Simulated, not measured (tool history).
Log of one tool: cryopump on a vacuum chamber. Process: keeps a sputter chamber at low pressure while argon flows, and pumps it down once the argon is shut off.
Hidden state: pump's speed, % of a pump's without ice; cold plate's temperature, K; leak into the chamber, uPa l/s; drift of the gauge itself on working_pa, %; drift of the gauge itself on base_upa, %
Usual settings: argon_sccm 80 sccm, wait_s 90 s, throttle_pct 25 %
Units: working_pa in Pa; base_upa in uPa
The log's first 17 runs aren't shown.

run,hour,argon_sccm,wait_s,throttle_pct,hours of work since the pump was warmed up and emptied,hours of work since the cold head was overhauled,hours of work since the chamber's fittings were tightened,working_pa,base_upa
18,651.4,80,26,25,797,797,1139,0.2309,3.05
19,702.9,80,26,25,821,821,1163,0.2327,3.15
20,726,131,64,25,832,832,1173,0.3779,1.95
21,772.7,131,64,25,854,854,1195,0.3798,2
22,821.3,32,119,25,876,876,1218,0.0922,1.62
23,857.2,32,119,25,893,893,1235,0.0926,1.64
24,908.1,32,101,25,917,917,1258,0.0938,1.75
25,951.3,32,101,25,937,937,1278,0.0938,1.76
26,1004,80,25,25,962,962,1303,0.2341,3.36
27,1036.5,80,25,25,977,977,1318,0.2354,3.36
28,1076.6,123,38,31,995,995,1337,0.2909,2.62
29,1124.4,123,76,16,1018,1018,1359,0.5541,2.01
30,1179.1,123,76,16,1043,1043,1385,0.5489,2.05
31,1223.6,80,90,33,1064,1064,1406,0.1795,2
# hour 1254.9: pump warmed up, emptied and cooled again
32,1260.9,80,90,33,3,1079,1421,0.1701,1.79
33,1292,80,68,54,17,1094,1435,0.105,1.95
34,1345.1,80,176,34,42,1118,1460,0.1667,1.5
35,1397.4,60,176,41,67,1143,1484,0.1033,1.54

3 ways to go on from here, each from the tool as it stands after run 35. What would each give?
A,1429.9,80,176,25,82,1158,1500,?,?
B,1429.9,54,188,47,82,1158,1500,?,?
C,1429.9,116,61,36,82,1158,1500,?,?

run,working_pa,base_upa
A,0.2241,1.53
B,0.0818,1.59
C,0.2276,2.1
Without the tool's hidden state the same runs would have given:
run,working_pa,base_upa
A,0.2224,0.4
B,0.0807,0.45
C,0.2252,0.96

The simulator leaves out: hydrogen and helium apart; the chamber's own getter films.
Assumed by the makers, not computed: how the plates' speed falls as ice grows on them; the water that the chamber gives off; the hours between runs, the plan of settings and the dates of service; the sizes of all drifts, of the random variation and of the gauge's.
